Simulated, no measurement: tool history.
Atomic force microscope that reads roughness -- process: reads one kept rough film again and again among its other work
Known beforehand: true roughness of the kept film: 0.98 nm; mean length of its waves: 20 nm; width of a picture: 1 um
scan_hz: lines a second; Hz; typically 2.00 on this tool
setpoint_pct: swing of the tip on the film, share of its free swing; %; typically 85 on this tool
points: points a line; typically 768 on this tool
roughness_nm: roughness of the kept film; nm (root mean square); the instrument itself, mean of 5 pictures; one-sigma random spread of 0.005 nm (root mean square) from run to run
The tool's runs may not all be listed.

{"run": 1, "day": 0.0, "scan_hz": 2.0, "setpoint_pct": 85, "points": 768, "roughness_nm": 0.737}
{"run": 2, "day": 1.408, "scan_hz": 2.0, "setpoint_pct": 85, "points": 768, "roughness_nm": 0.72}
{"run": 3, "day": 2.175, "scan_hz": 2.0, "setpoint_pct": 85, "points": 768, "roughness_nm": 0.731}
{"run": 4, "day": 3.1, "scan_hz": 2.0, "setpoint_pct": 85, "points": 768, "roughness_nm": 0.713}
{"run": 5, "day": 4.529, "scan_hz": 1.85, "setpoint_pct": 85, "points": 768, "roughness_nm": 0.71}
{"run": 6, "day": 5.588, "scan_hz": 2.0, "setpoint_pct": 85, "points": 768, "roughness_nm": 0.691}
{"run": 7, "day": 6.45, "scan_hz": 2.0, "setpoint_pct": 85, "points": 768, "roughness_nm": 0.689}
{"run": 8, "day": 7.2, "scan_hz": 2.0, "setpoint_pct": 78, "points": 768, "roughness_nm": 0.732}
{"run": 9, "day": 8.8, "scan_hz": 2.0, "setpoint_pct": 78, "points": 768, "roughness_nm": 0.725}
{"run": 10, "day": 10.325, "scan_hz": 2.0, "setpoint_pct": 85, "points": 768, "roughness_nm": 0.678}
{"day": 10.762, "done": "new tip fitted"}
{"run": 11, "day": 11.658, "scan_hz": 2.0, "setpoint_pct": 78, "points": 768, "roughness_nm": 0.782}
{"day": 11.783, "done": "height scale calibrated on a step standard"}
{"run": 12, "day": 12.746, "scan_hz": 2.0, "setpoint_pct": 78, "points": 768, "roughness_nm": 0.765}

Predict the results of run 13:
{"run": 13, "day": 14.15, "scan_hz": 1.65, "setpoint_pct": 88, "points": 768, "roughness_nm": "?"}

Run 13 measured roughness_nm 0.737 nm (root mean square).
If the tool had no hidden condition, the same run with the same run-to-run variation would have returned roughness_nm 0.769 nm (root mean square).
